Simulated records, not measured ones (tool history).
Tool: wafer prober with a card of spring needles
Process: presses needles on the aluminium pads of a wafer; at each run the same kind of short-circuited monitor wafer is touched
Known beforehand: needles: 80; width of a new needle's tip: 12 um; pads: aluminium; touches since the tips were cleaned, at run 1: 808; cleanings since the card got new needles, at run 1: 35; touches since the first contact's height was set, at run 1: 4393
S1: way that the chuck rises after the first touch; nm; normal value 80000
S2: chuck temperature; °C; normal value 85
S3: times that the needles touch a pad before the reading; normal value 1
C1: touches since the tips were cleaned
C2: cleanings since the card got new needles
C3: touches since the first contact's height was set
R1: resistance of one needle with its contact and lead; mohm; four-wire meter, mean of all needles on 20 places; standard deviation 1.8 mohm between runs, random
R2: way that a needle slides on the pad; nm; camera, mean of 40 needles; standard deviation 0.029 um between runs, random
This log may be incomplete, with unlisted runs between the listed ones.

| run | hour | S1 | S2 | S3 | C1 | C2 | C3 | R1 | R2 |
|---|---|---|---|---|---|---|---|---|---|
| 1 | 0.0 | 80000 | 85 | 1 | 808 | 35 | 4393 | 249 | 16010 |
|  | 15.3 | tips cleaned on abrasive film |
| 2 | 17.5 | 80000 | 85 | 1 | 993 | 36 | 12413 | 239 | 16010 |
| 3 | 25.4 | 80000 | 85 | 1 | 4615 | 36 | 16035 | 321 | 16020 |
|  | 31.5 | tips cleaned on abrasive film |
| 4 | 44.5 | 80000 | 85 | 1 | 6010 | 37 | 24820 | 324 | 16020 |
|  | 47.9 | tips cleaned on abrasive film |
| 5 | 54.3 | 80000 | 85 | 1 | 2939 | 38 | 29266 | 307 | 16010 |
|  | 64.4 | tips cleaned on abrasive film |
| 6 | 66.1 | 80000 | 85 | 1 | 784 | 39 | 34700 | 249 | 16040 |
| 7 | 73.9 | 80000 | 85 | 1 | 4369 | 39 | 38285 | 320 | 15980 |
|  | 80.7 | tips cleaned on abrasive film |
| 8 | 92.3 | 80000 | 85 | 1 | 5312 | 40 | 46694 | 323 | 15900 |
|  | 96.9 | tips cleaned on abrasive film |
| 9 | 108.7 | 80000 | 85 | 1 | 5437 | 41 | 54210 | 328 | 15890 |
|  | 113.2 | tips cleaned on abrasive film |
| 10 | 119.5 | 80000 | 85 | 1 | 2887 | 42 | 59157 | 307 | 15910 |
|  | 129.4 | tips cleaned on abrasive film |
| 11 | 135.1 | 80000 | 85 | 1 | 2635 | 43 | 66315 | 299 | 15920 |
|  | 145.4 | tips cleaned on abrasive film |
| 12 | 152.4 | 80000 | 85 | 1 | 3254 | 44 | 74242 | 306 | 15880 |
|  | 161.4 | tips cleaned on abrasive film |
| 13 | 161.8 | 80000 | 85 | 1 | 175 | 45 | 78505 | 208 | 15850 |
| 14 | 175.4 | 80000 | 85 | 1 | 6441 | 45 | 84771 | 328 | 15870 |
|  | 178.3 | tips cleaned on abrasive film |
| 15 | 186.6 | 80000 | 85 | 1 | 3812 | 46 | 89884 | 326 | 15830 |
|  | 194.6 | tips cleaned on abrasive film |
| 16 | 201.4 | 80000 | 85 | 1 | 3164 | 47 | 96683 | 310 | 15850 |
|  | 210.7 | tips cleaned on abrasive film |
| 17 | 216.7 | 87000 | 34 | 1 | 2785 | 48 | 103685 | 295 | 17230 |
|  | 227.2 | tips cleaned on abrasive film |
| 18 | 228.9 | 92000 | 106 | 1 | 780 | 49 | 109256 | 232 | 18150 |
| 19 | 241.6 | 80000 | 85 | 2 | 6656 | 49 | 115132 | 274 | 15810 |
|  | 243.8 | tips cleaned on abrasive film |
| 20 | 253.4 | 80000 | 103 | 3 | 4404 | 50 | 120507 | 239 | 15820 |
|  | 259.9 | tips cleaned on abrasive film |
| 21 | 269.2 | 80000 | 103 | 3 | 4256 | 51 | 127731 | 238 | 15830 |
|  | 276.2 | tips cleaned on abrasive film |
| 22 | 279.4 | 80000 | 103 | 3 | 1461 | 52 | 132388 | 216 | 15800 |
| 23 | 288.0 | 74000 | 103 | 1 | 5422 | 52 | 136349 | 354 | 14610 |
|  | 292.2 | tips cleaned on abrasive film |
| 24 | 307.0 | 64000 | 54 | 1 | 6813 | 53 | 145068 | 422 | 12490 |
|  | 308.8 | tips cleaned on abrasive film |
|  | 311.9 | height of the first contact set anew |
| 25 | 319.1 | 64000 | 95 | 2 | 4611 | 54 | 3291 | 315 | 12830 |
|  | 324.9 | tips cleaned on abrasive film |
| 26 | 332.2 | 64000 | 95 | 2 | 3368 | 55 | 9298 | 301 | 12800 |
|  | 340.6 | tips cleaned on abrasive film |
| 27 | 344.9 | 64000 | 95 | 2 | 1998 | 56 | 15101 | 277 | 12800 |
|  | 357.3 | tips cleaned on abrasive film |
| 28 | 360.1 | 70000 | 85 | 1 | 1282 | 57 | 22044 | 281 | 14030 |
|  | 374.0 | tips cleaned on abrasive film |
| 29 | 374.4 | 70000 | 85 | 1 | 176 | 58 | 28617 | 214 | 14000 |
| 30 | 382.3 | 70000 | 85 | 1 | 3818 | 58 | 32259 | 359 | 14010 |
|  | 390.4 | tips cleaned on abrasive film |
| 31 | 395.1 | 70000 | 85 | 1 | 2166 | 59 | 38111 | 332 | 13960 |

What if the next run were any one of these 3? Each begins from the tool's condition after run 31:
|  | 407.5 | tips cleaned on abrasive film |
| A | 409.5 | 70000 | 58 | 1 | 919 | 60 | 44699 | ? | ? |
|  | 407.5 | tips cleaned on abrasive film |
| B | 409.5 | 70000 | 53 | 1 | 919 | 60 | 44699 | ? | ? |
|  | 407.5 | tips cleaned on abrasive film |
| C | 409.5 | 66000 | 95 | 1 | 919 | 60 | 44699 | ? | ? |

| run | R1 | R2 |
|---|---|---|
| A | 278 | 13960 |
| B | 273 | 13980 |
| C | 291 | 13160 |
Stripped of hidden state, with their random variation kept, the same runs would have yielded:
| run | R1 | R2 |
|---|---|---|
| A | 182 | 14060 |
| B | 178 | 14080 |
| C | 190 | 13260 |
